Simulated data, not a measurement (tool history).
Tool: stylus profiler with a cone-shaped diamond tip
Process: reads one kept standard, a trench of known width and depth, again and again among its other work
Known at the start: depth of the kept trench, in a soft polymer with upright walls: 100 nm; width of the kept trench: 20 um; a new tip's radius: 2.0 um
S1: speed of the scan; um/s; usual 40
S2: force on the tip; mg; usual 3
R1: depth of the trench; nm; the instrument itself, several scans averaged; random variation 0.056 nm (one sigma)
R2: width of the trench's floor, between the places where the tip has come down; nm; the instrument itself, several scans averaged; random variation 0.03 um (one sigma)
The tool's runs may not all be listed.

{"run": 1, "day": 0.0, "S1": 40, "S2": 3, "R1": 101.53, "R2": 18600}
{"run": 2, "day": 0.658, "S1": 40, "S2": 3, "R1": 101.49, "R2": 18540}
{"run": 3, "day": 1.733, "S1": 40, "S2": 3, "R1": 101.53, "R2": 18630}
{"run": 4, "day": 2.929, "S1": 40, "S2": 3, "R1": 101.56, "R2": 18560}
{"run": 5, "day": 4.012, "S1": 40, "S2": 3, "R1": 101.57, "R2": 18600}
{"run": 6, "day": 5.238, "S1": 40, "S2": 3, "R1": 101.62, "R2": 18600}
{"run": 7, "day": 6.604, "S1": 40, "S2": 3, "R1": 101.6, "R2": 18550}
{"run": 8, "day": 7.312, "S1": 31, "S2": 1.48, "R1": 100.94, "R2": 18530}
{"run": 9, "day": 8.238, "S1": 40, "S2": 1.49, "R1": 100.94, "R2": 18510}
{"run": 10, "day": 9.154, "S1": 40, "S2": 1.49, "R1": 100.97, "R2": 18520}

The next listed run, before its measurement:
{"run": 11, "day": 9.762, "S1": 23, "S2": 3, "R1": "?", "R2": "?"}

R1: 101.46 nm
R2: 18590 nm
Without the tool's hidden state the same run would have given R1 101.46 nm, R2 18590 nm.
